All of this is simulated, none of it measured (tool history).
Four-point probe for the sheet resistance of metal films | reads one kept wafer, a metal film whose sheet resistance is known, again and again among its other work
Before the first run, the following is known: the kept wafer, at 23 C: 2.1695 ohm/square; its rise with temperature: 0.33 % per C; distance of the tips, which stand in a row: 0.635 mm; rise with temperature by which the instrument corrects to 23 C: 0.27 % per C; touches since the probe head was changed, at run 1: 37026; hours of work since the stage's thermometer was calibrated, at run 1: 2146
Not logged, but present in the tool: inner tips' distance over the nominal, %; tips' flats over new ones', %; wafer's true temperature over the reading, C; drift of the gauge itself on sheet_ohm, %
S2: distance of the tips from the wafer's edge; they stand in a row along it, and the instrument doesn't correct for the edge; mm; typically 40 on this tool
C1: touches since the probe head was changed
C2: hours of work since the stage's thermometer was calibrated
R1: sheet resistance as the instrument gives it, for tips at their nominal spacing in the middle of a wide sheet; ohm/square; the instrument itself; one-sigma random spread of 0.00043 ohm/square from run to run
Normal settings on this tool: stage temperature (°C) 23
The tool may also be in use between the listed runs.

run 1 hour=0 | stage_temperature_(°C)=23 S2=40 | C1=37026 C2=2146 | R1=2.161809
run 2 hour=31.7 | stage_temperature_(°C)=23 S2=40 | C1=38309 C2=2167 | R1=2.161349
run 3 hour=60 | stage_temperature_(°C)=23 S2=39 | C1=39454 C2=2186 | R1=2.161278
-- hour=81.7 stage's thermometer calibrated
run 4 hour=97.3 | stage_temperature_(°C)=23 S2=40 | C1=40940 C2=10 | R1=2.157086
run 5 hour=148.6 | stage_temperature_(°C)=23 S2=40 | C1=43014 C2=44 | R1=2.157362
run 6 hour=203.4 | stage_temperature_(°C)=23 S2=53 | C1=45233 C2=80 | R1=2.156511
run 7 hour=247.2 | stage_temperature_(°C)=23 S2=53 | C1=47002 C2=109 | R1=2.156653
run 8 hour=294.9 | stage_temperature_(°C)=23 S2=53 | C1=48933 C2=141 | R1=2.155723
-- hour=346 stage's thermometer calibrated, once more
run 9 hour=347.5 | stage_temperature_(°C)=23 S2=53 | C1=51039 C2=1 | R1=2.167162
run 10 hour=394.8 | stage_temperature_(°C)=23 S2=53 | C1=52951 C2=32 | R1=2.166834
run 11 hour=425.6 | stage_temperature_(°C)=23 S2=53 | C1=54196 C2=52 | R1=2.16659
run 12 hour=478.7 | stage_temperature_(°C)=23 S2=53 | C1=56343 C2=87 | R1=2.166767
run 13 hour=511.5 | stage_temperature_(°C)=23 S2=53 | C1=57669 C2=109 | R1=2.165893
run 14 hour=566.8 | stage_temperature_(°C)=23 S2=53 | C1=59907 C2=146 | R1=2.166715
run 15 hour=608.1 | stage_temperature_(°C)=23 S2=40 | C1=61576 C2=173 | R1=2.16603
run 16 hour=665.1 | stage_temperature_(°C)=23 S2=40 | C1=63884 C2=210 | R1=2.165558
run 17 hour=718.2 | stage_temperature_(°C)=23 S2=4 | C1=66028 C2=245 | R1=2.194205
run 18 hour=755.3 | stage_temperature_(°C)=19 S2=4 | C1=67529 C2=270 | R1=2.188509
run 19 hour=811 | stage_temperature_(°C)=23 S2=25 | C1=69784 C2=306 | R1=2.165372
run 20 hour=843.1 | stage_temperature_(°C)=22 S2=20 | C1=71079 C2=328 | R1=2.165284
run 21 hour=872.5 | stage_temperature_(°C)=32 S2=7 | C1=72270 C2=347 | R1=2.186762
run 22 hour=929.1 | stage_temperature_(°C)=32 S2=7 | C1=74559 C2=384 | R1=2.186554
run 23 hour=982.9 | stage_temperature_(°C)=22 S2=5 | C1=76733 C2=420 | R1=2.18149
run 24 hour=1043.1 | stage_temperature_(°C)=20 S2=6 | C1=79170 C2=459 | R1=2.173086
run 25 hour=1086.9 | stage_temperature_(°C)=19 S2=40 | C1=80938 C2=488 | R1=2.158562
run 26 hour=1137.1 | stage_temperature_(°C)=34 S2=58 | C1=82970 C2=521 | R1=2.178713
run 27 hour=1205.4 | stage_temperature_(°C)=35 S2=4 | C1=85731 C2=566 | R1=2.209288
run 28 hour=1254.2 | stage_temperature_(°C)=35 S2=4 | C1=87704 C2=598 | R1=2.209033
run 29 hour=1296.3 | stage_temperature_(°C)=18 S2=7 | C1=89406 C2=626 | R1=2.165069
run 30 hour=1358.3 | stage_temperature_(°C)=21 S2=75 | C1=91914 C2=667 | R1=2.15997
run 31 hour=1416.8 | stage_temperature_(°C)=19 S2=9 | C1=94280 C2=706 | R1=2.162579
run 32 hour=1456.7 | stage_temperature_(°C)=23 S2=7 | C1=95895 C2=732 | R1=2.171549
run 33 hour=1524.4 | stage_temperature_(°C)=20 S2=8 | C1=98634 C2=776 | R1=2.165336
run 34 hour=1574.1 | stage_temperature_(°C)=20 S2=8 | C1=100643 C2=809 | R1=2.164728
run 35 hour=1625 | stage_temperature_(°C)=22 S2=68 | C1=102701 C2=843 | R1=2.160612

Hidden state at the last listed run before each entry between runs and at the first one after, where it differs:
Between runs 3 and 4: stage's thermometer calibrated (hour 81.7)
  inner tips' distance over the nominal, %: -0.106 -> -0.11; tips' flats over new ones', %: 9 -> 10; wafer's true temperature over the reading, C: -0.79 -> -1.36
  what was measured, less what the result would be without the hidden state, R1: -0.008211 -> -0.012391 ohm/square
Between runs 8 and 9: stage's thermometer calibrated, once more (hour 346)
  inner tips' distance over the nominal, %: -0.129 -> -0.134; wafer's true temperature over the reading, C: -1.41 -> 0.08
  what was measured, less what the result would be without the hidden state, R1: -0.013204 -> -0.002597 ohm/square

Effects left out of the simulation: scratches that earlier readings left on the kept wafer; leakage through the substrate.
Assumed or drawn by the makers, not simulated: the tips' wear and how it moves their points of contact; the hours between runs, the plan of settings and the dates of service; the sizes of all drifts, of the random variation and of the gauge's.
